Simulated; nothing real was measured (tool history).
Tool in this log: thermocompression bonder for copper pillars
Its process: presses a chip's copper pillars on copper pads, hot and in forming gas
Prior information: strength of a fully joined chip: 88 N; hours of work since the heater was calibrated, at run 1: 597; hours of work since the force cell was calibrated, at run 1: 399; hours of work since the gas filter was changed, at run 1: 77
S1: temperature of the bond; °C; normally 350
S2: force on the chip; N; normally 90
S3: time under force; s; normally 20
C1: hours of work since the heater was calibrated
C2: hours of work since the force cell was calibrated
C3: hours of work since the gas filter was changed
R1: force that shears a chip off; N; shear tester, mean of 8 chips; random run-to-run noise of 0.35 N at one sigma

Run 1, hour 0: usual settings; C1 597; C2 399; C3 77. Result: R1 31 N.
Run 2, hour 60.2: usual settings; C1 640; C2 442; C3 120. Result: R1 30.7 N.
Run 3, hour 94.1: usual settings; C1 664; C2 467; C3 144. Result: R1 30.2 N.
At hour 119.7: forming gas filter changed.
Run 4, hour 123.3: usual settings but S1 325 °C; C1 685; C2 487; C3 3. Result: R1 25.7 N.
Run 5, hour 157.5: usual settings but S1 325 °C; C1 709; C2 512; C3 27. Result: R1 25.7 N.
Run 6, hour 217.8: usual settings but S1 325 °C; C1 753; C2 555; C3 70. Result: R1 25.6 N.
Run 7, hour 280.8: usual settings but S1 346 °C, S2 66 N; C1 798; C2 601; C3 116. Result: R1 24.5 N.
At hour 288.7: force cell calibrated.
Run 8, hour 343.6: usual settings but S1 345 °C, S2 118 N; C1 842; C2 39; C3 160. Result: R1 33.5 N.
At hour 348.2: forming gas filter changed.
Run 9, hour 411.9: usual settings but S1 325 °C, S2 57 N; C1 891; C2 88; C3 46. Result: R1 19.3 N.
Run 10, hour 453.2: usual settings but S2 135 N, S3 16 s; C1 920; C2 118; C3 75. Result: R1 36.3 N.
Run 11, hour 496: usual settings but S2 135 N, S3 16 s; C1 951; C2 149; C3 106. Result: R1 35.4 N.
At hour 519.7: heater calibrated with a thermocouple chip.
Run 12, hour 536: usual settings but S3 23 s; C1 12; C2 176; C3 133. Result: R1 30.5 N.

Below are 5 alternative next runs, each starting from the tool's condition after run 12. Predict each:
At hour 578.5: forming gas filter changed.
Run A, hour 597.1: usual settings but S2 78 N, S3 12 s; C1 55; C2 219; C3 13. Result: R1 ?.
At hour 578.5: forming gas filter changed.
Run B, hour 597.1: usual settings but S1 360 °C, S3 23 s; C1 55; C2 219; C3 13. Result: R1 ?.
At hour 578.5: forming gas filter changed.
Run C, hour 597.1: usual settings but S3 54 s; C1 55; C2 219; C3 13. Result: R1 ?.
At hour 578.5: forming gas filter changed.
Run D, hour 597.1: usual settings but S1 332 °C, S2 91 N; C1 55; C2 219; C3 13. Result: R1 ?.
At hour 578.5: forming gas filter changed.
Run E, hour 597.1: usual settings but S1 338 °C, S2 68 N, S3 30 s; C1 55; C2 219; C3 13. Result: R1 ?.

run    R1
  A  22.2
  B  34.9
  C  44.1
  D  26.4
  E  26.5
What these runs would have given with no unlogged condition in the tool:
run    R1
  A    23
  B    36
  C  45.4
  D  27.3
  E  27.4

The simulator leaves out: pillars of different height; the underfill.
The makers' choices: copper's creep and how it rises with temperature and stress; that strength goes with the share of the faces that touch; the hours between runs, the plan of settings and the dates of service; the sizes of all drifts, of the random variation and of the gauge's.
